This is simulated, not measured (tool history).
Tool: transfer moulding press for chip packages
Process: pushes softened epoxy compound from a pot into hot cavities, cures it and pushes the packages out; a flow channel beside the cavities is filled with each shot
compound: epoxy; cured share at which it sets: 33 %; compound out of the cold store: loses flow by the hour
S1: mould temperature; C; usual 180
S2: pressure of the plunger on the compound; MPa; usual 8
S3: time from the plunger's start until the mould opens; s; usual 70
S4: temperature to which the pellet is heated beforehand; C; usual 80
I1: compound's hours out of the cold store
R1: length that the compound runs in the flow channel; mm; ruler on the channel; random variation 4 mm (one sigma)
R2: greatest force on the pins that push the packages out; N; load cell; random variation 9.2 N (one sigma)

{"run": 1, "hour": 0.0, "S1": 180, "S2": 8, "S3": 70, "S4": 80, "I1": 24, "R1": 501, "R2": 539}
{"run": 2, "hour": 15.2, "S1": 180, "S2": 8, "S3": 70, "S4": 80, "I1": 33.3, "R1": 465, "R2": 712}
{"run": 3, "hour": 34.3, "S1": 180, "S2": 8, "S3": 70, "S4": 80, "I1": 31.3, "R1": 466, "R2": 494}
{"run": 4, "hour": 58.3, "S1": 180, "S2": 7.66, "S3": 70, "S4": 80, "I1": 47.6, "R1": 449, "R2": 730}
{"run": 5, "hour": 81.9, "S1": 180, "S2": 8, "S3": 70, "S4": 80, "I1": 15.4, "R1": 562, "R2": 552}
{"run": 6, "hour": 101.7, "S1": 180, "S2": 8, "S3": 70, "S4": 80, "I1": 42, "R1": 475, "R2": 755}
{"run": 7, "hour": 130.8, "S1": 180, "S2": 8, "S3": 70, "S4": 80, "I1": 43.8, "R1": 467, "R2": 649}
{"run": 8, "hour": 148.3, "S1": 180, "S2": 8, "S3": 70, "S4": 80, "I1": 40.3, "R1": 471, "R2": 789}
{"run": 9, "hour": 168.3, "S1": 180, "S2": 8, "S3": 70, "S4": 80, "I1": 31.1, "R1": 496, "R2": 622}
{"run": 10, "hour": 181.4, "S1": 180, "S2": 8, "S3": 60, "S4": 80, "I1": 12.9, "R1": 554, "R2": 961}
{"run": 11, "hour": 212.6, "S1": 180, "S2": 8, "S3": 60, "S4": 80, "I1": 30.6, "R1": 492, "R2": 781}
{"run": 12, "hour": 230.5, "S1": 180, "S2": 8, "S3": 60, "S4": 80, "I1": 28.7, "R1": 496, "R2": 958}
{"run": 13, "hour": 256.5, "S1": 180, "S2": 8.44, "S3": 70, "S4": 90, "I1": 47.8, "R1": 444, "R2": 670}
{"run": 14, "hour": 270.3, "S1": 179, "S2": 6.65, "S3": 70, "S4": 85, "I1": 40.7, "R1": 420, "R2": 818}
{"run": 15, "hour": 291.6, "S1": 179, "S2": 8.93, "S3": 109, "S4": 85, "I1": 41, "R1": 474, "R2": 609}
{"run": 16, "hour": 315.1, "S1": 184, "S2": 8.74, "S3": 67, "S4": 83, "I1": 21.6, "R1": 527, "R2": 412}
{"run": 17, "hour": 344.2, "S1": 180, "S2": 6.28, "S3": 58, "S4": 88, "I1": 25.8, "R1": 429, "R2": 1007}
{"run": 18, "hour": 372.7, "S1": 180, "S2": 6.17, "S3": 70, "S4": 75, "I1": 19.6, "R1": 438, "R2": 664}
{"run": 19, "hour": 388.0, "S1": 180, "S2": 8, "S3": 88, "S4": 75, "I1": 40.6, "R1": 486, "R2": 694}
{"run": 20, "hour": 407.1, "S1": 187, "S2": 6.5, "S3": 95, "S4": 85, "I1": 11.7, "R1": 514, "R2": 516}

Not shown: 12 entries that the log had between the listed runs. Between which runs, and how does the tool's hidden state differ before and after?
Between runs 2 and 3: cavities cleaned with cleaning compound and waxed (hour 31.1)
  true mould temperature over the reading, C: -0.41 -> -0.44; pressure that reaches the compound, % of what is set: 83.28 -> 82.26; grip of the stained cavities, % over clean ones': 70.8 -> 16.4
  measured less the result without the state, R1: -43 -> -47 mm; R2: +297 -> +74 N
Between runs 3 and 4: plunger's sealing rings changed (hour 53.8)
  true mould temperature over the reading, C: -0.44 -> -0.47; pressure that reaches the compound, % of what is set: 82.26 -> 99.02; grip of the stained cavities, % over clean ones': 16.4 -> 76.4
  measured less the result without the state, R1: -47 -> -2 mm; R2: +74 -> +319 N
Between runs 4 and 5: cavities cleaned with cleaning compound and waxed (hour 74.9)
  true mould temperature over the reading, C: -0.47 -> -0.5; pressure that reaches the compound, % of what is set: 99.02 -> 97.75; grip of the stained cavities, % over clean ones': 76.4 -> 25.6
  measured less the result without the state, R1: -2 -> -6 mm; R2: +319 -> +118 N
Between runs 6 and 7: cavities cleaned with cleaning compound and waxed (hour 114)
  true mould temperature over the reading, C: -0.53 -> -0.57; pressure that reaches the compound, % of what is set: 96.61 -> 94.89; grip of the stained cavities, % over clean ones': 74.9 -> 58.1
  measured less the result without the state, R1: -7 -> -11 mm; R2: +329 -> +244 N
Between runs 8 and 9: cavities cleaned with cleaning compound and waxed (hour 154.6)
  true mould temperature over the reading, C: -0.59 -> -0.61; pressure that reaches the compound, % of what is set: 93.87 -> 92.83; grip of the stained cavities, % over clean ones': 91.4 -> 47.5
  measured less the result without the state, R1: -14 -> -17 mm; R2: +379 -> +207 N
Between runs 10 and 11: cavities cleaned with cleaning compound and waxed (hour 195.7)
  true mould temperature over the reading, C: -0.63 -> -0.66; pressure that reaches the compound, % of what is set: 92.18 -> 90.53; grip of the stained cavities, % over clean ones': 78 -> 53.4
  measured less the result without the state, R1: -22 -> -24 mm; R2: +441 -> +290 N
Between runs 12 and 13: cavities cleaned with cleaning compound and waxed (hour 236.7)
  true mould temperature over the reading, C: -0.68 -> -0.71; pressure that reaches the compound, % of what is set: 89.5 -> 88.09; grip of the stained cavities, % over clean ones': 87.8 -> 62.3
  measured less the result without the state, R1: -27 -> -28 mm; R2: +466 -> +267 N
Between runs 14 and 15: cavities cleaned with cleaning compound and waxed (hour 275.6)
  true mould temperature over the reading, C: -0.73 -> -0.76; pressure that reaches the compound, % of what is set: 87.33 -> 86.25; grip of the stained cavities, % over clean ones': 88 -> 56.1
  measured less the result without the state, R1: -28 -> -35 mm; R2: +387 -> +220 N
Between runs 15 and 16: cavities cleaned with cleaning compound and waxed (hour 315.1)
  true mould temperature over the reading, C: -0.76 -> -0.79; pressure that reaches the compound, % of what is set: 86.25 -> 84.98; grip of the stained cavities, % over clean ones': 56.1 -> 0.9
  measured less the result without the state, R1: -35 -> -43 mm; R2: +220 -> +9 N
Between runs 17 and 18: cavities cleaned with cleaning compound and waxed (hour 354.5)
  true mould temperature over the reading, C: -0.82 -> -0.86; pressure that reaches the compound, % of what is set: 83.42 -> 81.76; grip of the stained cavities, % over clean ones': 83.7 -> 55.8
  measured less the result without the state, R1: -39 -> -46 mm; R2: +481 -> +250 N
Between runs 18 and 19: plunger's sealing rings changed (hour 387.2)
  true mould temperature over the reading, C: -0.86 -> -0.87; pressure that reaches the compound, % of what is set: 81.76 -> 99.71; grip of the stained cavities, % over clean ones': 55.8 -> 82.7
  measured less the result without the state, R1: -46 -> +0 mm; R2: +250 -> +318 N
Between runs 19 and 20: cavities cleaned with cleaning compound and waxed (hour 396.6)
  true mould temperature over the reading, C: -0.87 -> -0.89; pressure that reaches the compound, % of what is set: 99.71 -> 98.67; grip of the stained cavities, % over clean ones': 82.7 -> 36.1
  measured less the result without the state, R1: +0 -> -2 mm; R2: +318 -> +137 N
